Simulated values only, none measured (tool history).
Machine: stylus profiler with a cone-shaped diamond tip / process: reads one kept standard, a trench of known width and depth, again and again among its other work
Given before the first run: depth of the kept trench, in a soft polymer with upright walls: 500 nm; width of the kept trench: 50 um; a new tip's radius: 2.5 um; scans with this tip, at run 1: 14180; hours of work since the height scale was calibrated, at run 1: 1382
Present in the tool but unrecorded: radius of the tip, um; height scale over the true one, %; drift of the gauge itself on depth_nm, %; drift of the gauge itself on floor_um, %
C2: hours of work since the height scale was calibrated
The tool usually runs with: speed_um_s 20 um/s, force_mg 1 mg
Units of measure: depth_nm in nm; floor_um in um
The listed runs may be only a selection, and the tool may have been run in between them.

run 1 day=0 | speed_um_s=20 force_mg=1 | scans_with_this_tip=14180 C2=1382 | depth_nm=502.25 floor_um=44.89
run 2 day=3.171 | speed_um_s=20 force_mg=1 | scans_with_this_tip=14499 C2=1413 | depth_nm=502.18 floor_um=44.8
run 3 day=5.517 | speed_um_s=20 force_mg=1 | scans_with_this_tip=14734 C2=1436 | depth_nm=502.16 floor_um=44.81
run 4 day=7.75 | speed_um_s=20 force_mg=1 | scans_with_this_tip=14959 C2=1458 | depth_nm=502.11 floor_um=44.8
run 5 day=9.933 | speed_um_s=20 force_mg=1 | scans_with_this_tip=15178 C2=1479 | depth_nm=502.4 floor_um=44.73
run 6 day=12.85 | speed_um_s=20 force_mg=1.37 | scans_with_this_tip=15470 C2=1508 | depth_nm=502.75 floor_um=44.7
run 7 day=14.433 | speed_um_s=20 force_mg=1.37 | scans_with_this_tip=15629 C2=1523 | depth_nm=502.85 floor_um=44.69
run 8 day=17.767 | speed_um_s=20 force_mg=2.79 | scans_with_this_tip=15964 C2=1556 | depth_nm=503.88 floor_um=44.73
run 9 day=19.992 | speed_um_s=20 force_mg=2.79 | scans_with_this_tip=16187 C2=1578 | depth_nm=503.69 floor_um=44.73
run 10 day=23.104 | speed_um_s=20 force_mg=2.79 | scans_with_this_tip=16500 C2=1608 | depth_nm=503.82 floor_um=44.63
run 11 day=26.404 | speed_um_s=20 force_mg=2.79 | scans_with_this_tip=16831 C2=1641 | depth_nm=503.65 floor_um=44.63
run 12 day=29.204 | speed_um_s=20 force_mg=1.15 | scans_with_this_tip=17112 C2=1668 | depth_nm=502.69 floor_um=44.54
run 13 day=31.083 | speed_um_s=19 force_mg=1.15 | scans_with_this_tip=17301 C2=1686 | depth_nm=502.62 floor_um=44.56
-- day=31.421 height scale calibrated on a step standard
run 14 day=33.425 | speed_um_s=9 force_mg=1.15 | scans_with_this_tip=17534 C2=20 | depth_nm=502.66 floor_um=44.54
run 15 day=35.842 | speed_um_s=17 force_mg=1.15 | scans_with_this_tip=17776 C2=43 | depth_nm=503.06 floor_um=44.44
run 16 day=37.329 | speed_um_s=20 force_mg=1 | scans_with_this_tip=17925 C2=58 | depth_nm=502.79 floor_um=44.44
run 17 day=38.762 | speed_um_s=52 force_mg=1 | scans_with_this_tip=18070 C2=72 | depth_nm=502.6 floor_um=44.33
run 18 day=42.05 | speed_um_s=52 force_mg=1 | scans_with_this_tip=18399 C2=104 | depth_nm=502.7 floor_um=44.25
run 19 day=43.558 | speed_um_s=20 force_mg=1 | scans_with_this_tip=18551 C2=119 | depth_nm=502.84 floor_um=44.43
-- day=46.179 height scale calibrated on a step standard, once more
run 20 day=46.554 | speed_um_s=20 force_mg=0.81 | scans_with_this_tip=18850 C2=4 | depth_nm=501.16 floor_um=44.36
run 21 day=49.008 | speed_um_s=7 force_mg=1 | scans_with_this_tip=19096 C2=28 | depth_nm=501.51 floor_um=44.39
run 22 day=50.45 | speed_um_s=7 force_mg=1 | scans_with_this_tip=19240 C2=42 | depth_nm=501.37 floor_um=44.35
run 23 day=52.954 | speed_um_s=7 force_mg=1 | scans_with_this_tip=19492 C2=66 | depth_nm=501.55 floor_um=44.31
run 24 day=54.35 | speed_um_s=9 force_mg=1 | scans_with_this_tip=19632 C2=80 | depth_nm=501.38 floor_um=44.34
-- day=56.042 new tip fitted, height scale calibrated
run 25 day=57.204 | speed_um_s=9 force_mg=1 | scans_with_this_tip=117 C2=11 | depth_nm=501.53 floor_um=47.03
run 26 day=58.662 | speed_um_s=46 force_mg=0.88 | scans_with_this_tip=263 C2=26 | depth_nm=501.55 floor_um=46.68
run 27 day=61.875 | speed_um_s=50 force_mg=0.42 | scans_with_this_tip=586 C2=57 | depth_nm=501.06 floor_um=46.56
run 28 day=63.4 | speed_um_s=5 force_mg=0.42 | scans_with_this_tip=739 C2=72 | depth_nm=500.77 floor_um=46.85
run 29 day=64.988 | speed_um_s=27 force_mg=1.05 | scans_with_this_tip=898 C2=88 | depth_nm=501.61 floor_um=46.78
run 30 day=66.65 | speed_um_s=27 force_mg=1 | scans_with_this_tip=1065 C2=104 | depth_nm=501.67 floor_um=46.69
run 31 day=68.762 | speed_um_s=27 force_mg=1 | scans_with_this_tip=1277 C2=124 | depth_nm=501.8 floor_um=46.69
run 32 day=71.896 | speed_um_s=27 force_mg=1 | scans_with_this_tip=1592 C2=155 | depth_nm=501.79 floor_um=46.55
run 33 day=74.729 | speed_um_s=36 force_mg=1.26 | scans_with_this_tip=1876 C2=183 | depth_nm=502.06 floor_um=46.49
run 34 day=76.488 | speed_um_s=7 force_mg=1.52 | scans_with_this_tip=2053 C2=200 | depth_nm=502.04 floor_um=46.6
run 35 day=78.821 | speed_um_s=7 force_mg=1 | scans_with_this_tip=2287 C2=223 | depth_nm=501.46 floor_um=46.58
run 36 day=81.854 | speed_um_s=27 force_mg=0.37 | scans_with_this_tip=2591 C2=253 | depth_nm=501.24 floor_um=46.32
run 37 day=84.983 | speed_um_s=10 force_mg=2.48 | scans_with_this_tip=2906 C2=283 | depth_nm=502.96 floor_um=46.45
run 38 day=86.996 | speed_um_s=10 force_mg=2.48 | scans_with_this_tip=3108 C2=303 | depth_nm=503.19 floor_um=46.42
run 39 day=88.425 | speed_um_s=19 force_mg=0.47 | scans_with_this_tip=3251 C2=317 | depth_nm=500.8 floor_um=46.33
run 40 day=91.433 | speed_um_s=6 force_mg=1.68 | scans_with_this_tip=3553 C2=346 | depth_nm=502.65 floor_um=46.34
run 41 day=94.483 | speed_um_s=9 force_mg=1.56 | scans_with_this_tip=3859 C2=376 | depth_nm=502.37 floor_um=46.29
run 42 day=96.033 | speed_um_s=6 force_mg=1.1 | scans_with_this_tip=4015 C2=391 | depth_nm=501.74 floor_um=46.29
run 43 day=97.496 | speed_um_s=6 force_mg=1.1 | scans_with_this_tip=4162 C2=406 | depth_nm=501.91 floor_um=46.31
run 44 day=100.233 | speed_um_s=6 force_mg=2.26 | scans_with_this_tip=4436 C2=432 | depth_nm=502.71 floor_um=46.19
run 45 day=102.429 | speed_um_s=6 force_mg=2.26 | scans_with_this_tip=4657 C2=454 | depth_nm=503.09 floor_um=46.14
run 46 day=104.033 | speed_um_s=64 force_mg=0.45 | scans_with_this_tip=4818 C2=470 | depth_nm=501 floor_um=45.74
run 47 day=106.967 | speed_um_s=11 force_mg=0.6 | scans_with_this_tip=5112 C2=498 | depth_nm=501.34 floor_um=46.11

Below are 3 alternative next runs, each starting from the tool's condition after run 47. Predict each:
run A day=109.492 | speed_um_s=20 force_mg=1.49 | scans_with_this_tip=5366 C2=523 | depth_nm=? floor_um=?
run B day=109.492 | speed_um_s=36 force_mg=1 | scans_with_this_tip=5366 C2=523 | depth_nm=? floor_um=?
run C day=109.492 | speed_um_s=8 force_mg=2.02 | scans_with_this_tip=5366 C2=523 | depth_nm=? floor_um=?

run=A depth_nm=502.57 floor_um=46.01
run=B depth_nm=502.02 floor_um=45.94
run=C depth_nm=502.81 floor_um=46.1
Without the tool's unlogged condition, the same runs would have read:
run=A depth_nm=502.06 floor_um=46.91
run=B depth_nm=501.52 floor_um=46.84
run=C depth_nm=502.31 floor_um=47
